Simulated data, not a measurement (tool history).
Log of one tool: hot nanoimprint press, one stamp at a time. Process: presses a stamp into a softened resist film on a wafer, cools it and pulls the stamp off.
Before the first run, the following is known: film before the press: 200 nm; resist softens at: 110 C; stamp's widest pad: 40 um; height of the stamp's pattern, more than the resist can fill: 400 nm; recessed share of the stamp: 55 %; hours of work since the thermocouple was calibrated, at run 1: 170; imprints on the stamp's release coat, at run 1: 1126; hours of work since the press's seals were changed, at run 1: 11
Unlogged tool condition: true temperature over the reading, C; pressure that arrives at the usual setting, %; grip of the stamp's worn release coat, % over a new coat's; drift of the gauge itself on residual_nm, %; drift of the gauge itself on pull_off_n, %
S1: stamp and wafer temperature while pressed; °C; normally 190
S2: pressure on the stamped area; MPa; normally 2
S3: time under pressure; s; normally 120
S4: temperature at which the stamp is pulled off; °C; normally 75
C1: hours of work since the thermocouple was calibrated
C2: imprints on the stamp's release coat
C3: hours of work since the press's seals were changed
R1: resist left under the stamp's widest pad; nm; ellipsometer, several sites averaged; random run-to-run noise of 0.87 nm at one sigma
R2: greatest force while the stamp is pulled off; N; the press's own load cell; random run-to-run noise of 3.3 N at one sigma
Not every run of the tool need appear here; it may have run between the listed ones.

run	day	S1	S2	S3	S4	C1	C2	C3	R1	R2
1	0	190	2	120	75	170	1126	11	118.7	256
2	0.483	190	2	120	75	178	1164	19	118.8	264
3	0.817	190	2	120	75	184	1190	25	119.9	265
4	1.092	190	2	120	75	189	1211	30	120.6	259
5	1.654	190	2	120	75	199	1256	40	118.4	263
6	2.1	190	2	120	75	207	1290	48	120.2	275
7	2.4	190	2	87	75	212	1314	53	130.1	275
8	2.742	184	2	120	75	218	1340	59	137.8	271
9	3.312	184	2	120	75	228	1385	69	137.6	277
10	3.779	184	2	120	75	236	1422	77	136.4	293
11	4.3	184	2	120	75	245	1463	86	138.7	287
12	4.721	184	2	120	75	252	1496	93	138	295
13	5.096	184	2	120	75	259	1525	100	138	299
14	5.546	190	2	155	75	267	1560	108	109.8	298
15	5.983	190	2	120	75	274	1594	115	120.4	302
16	6.221	190	1.95	212	75	279	1613	120	100	306
17	6.604	190	1.95	212	75	285	1643	126	100.2	315
18	6.871	187	1.95	141	75	290	1664	131	125	329
19	7.408	190	1.56	209	77	299	1706	140	108.1	311
# day 7.583: plate thermocouple calibrated
20	8.092	178	1.56	209	77	9	1750	150	147.1	307
21	8.346	178	1.56	209	77	13	1770	155	147.9	309
22	8.738	178	1.56	209	77	20	1801	161	146.3	321
23	9.275	178	2.53	209	68	30	1843	171	127.8	399
24	9.554	191	1.51	65	68	34	1865	176	151.8	392
# day 9.771: plate thermocouple calibrated, once more
25	10.062	191	1.51	65	68	5	1895	182	150.1	399
26	10.55	191	2.53	65	68	14	1933	191	127.4	413
27	10.804	191	2.53	65	68	18	1953	195	131.8	399
28	11.2	190	2.05	120	76	25	1984	202	117.3	332
29	11.558	190	2.84	140	75	31	2012	209	97.6	352

Some steps in R1 between neighbouring runs. How much of each would the tool show without its hidden state too (settings, what came in, random variation), and how much is left for the hidden state, with any gauge scatter that isn't in both results?
Run 13 -> 14: S1 184 -> 190, S3 120 -> 155. R1 -28.2 nm: hidden state +0, all else -28.2.
Run 19 -> 20: S1 190 -> 178, plate thermocouple calibrated. R1 +39 nm: hidden state +0.9, all else +38.1.
Run 23 -> 24: S1 178 -> 191, S2 2.53 -> 1.51, S3 209 -> 65. R1 +24 nm: hidden state -1.2, all else +25.2.
Run 24 -> 25: plate thermocouple calibrated, once more. R1 -1.7 nm: hidden state -2.6, all else +0.9.

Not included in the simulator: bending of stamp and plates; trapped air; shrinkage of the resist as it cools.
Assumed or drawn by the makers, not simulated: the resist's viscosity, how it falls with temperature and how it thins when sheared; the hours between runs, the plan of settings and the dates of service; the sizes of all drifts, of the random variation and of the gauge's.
